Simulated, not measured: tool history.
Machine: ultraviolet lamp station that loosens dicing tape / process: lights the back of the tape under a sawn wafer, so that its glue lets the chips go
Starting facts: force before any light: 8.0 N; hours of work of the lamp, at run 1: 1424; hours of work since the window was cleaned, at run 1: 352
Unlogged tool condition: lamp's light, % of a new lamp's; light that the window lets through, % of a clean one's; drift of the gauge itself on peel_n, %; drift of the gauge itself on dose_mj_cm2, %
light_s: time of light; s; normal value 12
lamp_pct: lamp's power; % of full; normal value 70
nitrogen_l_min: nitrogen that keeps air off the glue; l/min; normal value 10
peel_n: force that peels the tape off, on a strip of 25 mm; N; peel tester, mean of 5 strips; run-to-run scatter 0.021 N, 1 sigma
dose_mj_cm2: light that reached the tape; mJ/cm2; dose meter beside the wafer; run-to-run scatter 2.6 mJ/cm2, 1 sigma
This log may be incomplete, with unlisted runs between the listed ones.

run,day,light_s,lamp_pct,nitrogen_l_min,hours of work of the lamp,hours of work since the window was cleaned,peel_n,dose_mj_cm2
1,0.000,12,70,10,1424,352,1.805,255
2,1.262,12,70,10,1448,376,1.725,248
3,3.029,12,70,10,1480,408,1.810,248
4,5.075,12,62,10,1518,446,2.169,219
5,7.079,12,70,4,1555,483,2.487,242
6,8.808,12,70,10,1587,515,1.911,241
7,10.133,12,70,10,1612,540,1.950,239
8,11.512,12,70,10,1637,565,1.937,236
# day 11.862: window cleaned of glue's vapour
9,12.804,12,70,3,1660,17,2.702,250
10,14.317,12,83,3,1688,45,2.238,286
11,15.612,12,83,3,1712,69,2.294,284
12,16.800,12,83,4,1734,91,2.064,282
13,18.546,12,83,4,1767,124,2.169,279
14,20.117,12,83,4,1796,153,2.103,275
15,21.108,12,83,4,1814,171,2.185,278
16,22.467,12,83,4,1839,196,2.183,275
17,23.862,12,70,5,1865,222,2.508,233
# day 24.067: lamp changed
18,25.754,12,89,10,31,256,0.666,406
19,27.775,12,89,10,69,293,0.713,408
20,28.746,12,70,10,86,311,1.191,321
21,31.050,12,68,10,129,354,1.323,308
22,33.358,12,68,10,172,396,1.270,300
23,34.879,12,90,5,200,425,1.057,395
24,35.883,9,87,14,218,443,1.276,286
25,37.129,9,87,14,241,466,1.274,285
26,39.138,13,75,10,278,503,0.976,353
27,41.029,13,86,4,313,538,1.282,401
# day 42.883: window cleaned of glue's vapour
28,42.979,20,70,10,349,2,0.367,536
29,45.104,6,75,10,388,41,2.946,167
30,46.412,6,87,19,413,65,2.037,194
31,48.383,14,69,19,449,102,0.733,359
32,49.792,7,69,19,475,128,2.380,178
33,52.071,7,82,10,517,170,2.214,209
34,53.592,7,82,10,545,198,2.228,211
35,54.738,7,82,10,566,219,2.283,204
36,56.529,7,62,10,599,252,3.153,154
37,58.567,6,100,10,637,290,2.178,211
38,60.012,6,100,10,664,317,2.239,208
39,61.050,12,70,5,683,336,1.873,293
40,62.838,21,89,11,716,369,0.200,642
41,64.579,12,70,4,748,401,2.095,287
42,66.225,12,86,4,779,431,1.509,351
43,68.096,12,86,4,813,466,1.538,346

Predict each of these 3 candidate next runs independently; none follows another, all start after run 43:
A,69.371,11,89,4,837,489,?,?
B,69.371,8,75,5,837,489,?,?
C,69.371,12,82,10,837,489,?,?

run,peel_n,dose_mj_cm2
A,1.684,327
B,3.066,199
C,1.184,326
The same runs, with their run-to-run variation unchanged, on a tool lacking any hidden condition would have given:
run,peel_n,dose_mj_cm2
A,1.202,401
B,2.452,244
C,0.776,398
